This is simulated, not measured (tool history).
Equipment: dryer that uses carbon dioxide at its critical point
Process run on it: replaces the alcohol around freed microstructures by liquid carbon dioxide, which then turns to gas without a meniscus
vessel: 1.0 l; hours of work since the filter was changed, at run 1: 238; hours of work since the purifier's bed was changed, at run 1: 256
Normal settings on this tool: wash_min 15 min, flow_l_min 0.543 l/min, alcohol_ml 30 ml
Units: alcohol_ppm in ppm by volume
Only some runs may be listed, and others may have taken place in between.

run   hour  wash_min  flow_l_min  alcohol_ml  hours of work since the filter was changed  hours of work since the purifier's bed was changed  alcohol_ppm
  1      0        15       0.543          30                                         238                                                 256           50
  2   33.3        15       0.543          30                                         249                                                 267           52
  3   50.4        15       0.543          30                                         255                                                 272           55
  4   70.9        12       0.543          30                                         262                                                 279          113
  5   96.5        12        0.51          30                                         270                                                 288          138
  6  126.8        12        0.51          89                                         280                                                 298          332
  7  143.5        12        0.51          89                                         286                                                 303          347
  8  178.3        19       0.543          30                                         297                                                 314           42
  9  202.7        19       0.543          30                                         305                                                 322           42
 10  219.9        15       0.543          30                                         311                                                 328           70
 11  247.4        19       0.543          30                                         320                                                 337           46
 12  285.1        15       0.458          30                                         332                                                 350          103
     288.3  -- inlet filter changed
 13  306.5        15       0.383          30                                           6                                                 356          162
 14  328.3        15       0.826          30                                          13                                                 363           48
 15  351.1        15       0.826          30                                          21                                                 371           56
 16  372.5        15       0.543          30                                          28                                                 378           68
 17  397.9        15       0.701          20                                          36                                                 386           60
 18  422.6        23       0.612          30                                          44                                                 394           60
 19  451.6        23       0.612          30                                          54                                                 404           60
 20  476.9        18       0.378          25                                          62                                                 412           89
 21    513        10       0.707         102                                          74                                                 424          192
 22  546.8        10       0.707         102                                          85                                                 435          187
 23  578.8        18        0.43          30                                          95                                                 446           81
 24  613.2        18        0.43          30                                         107                                                 457           83
 25  630.7        12       0.507          28                                         112                                                 463          140
 26  655.3        12       0.507          28                                         121                                                 471          156
 27  692.4        15       0.407          23                                         133                                                 483          134
 28  711.9        13       0.407          80                                         139                                                 489          554
 29  729.7        13       0.909          64                                         145                                                 495           77
 30    765        19        0.58          68                                         157                                                 507           74
 31  788.9        19        0.58          68                                         164                                                 515           75

Predict each of these 5 candidate next runs independently; none follows another, all start after run 31:
  A  821.3        19       0.622          68                                         175                                                 525            ?
  B  821.3        15        0.41          76                                         175                                                 525            ?
  C  821.3        19        0.58          96                                         175                                                 525            ?
  D  821.3        15       0.543          40                                         175                                                 525            ?
  E  821.3        19        0.34          68                                         175                                                 525            ?

run  alcohol_ppm
  A           80
  B          280
  C           74
  D           92
  E          198
Stripped of hidden state, with their random variation kept, the same runs would have yielded:
run  alcohol_ppm
  A            9
  B          161
  C            0
  D           16
  E           98
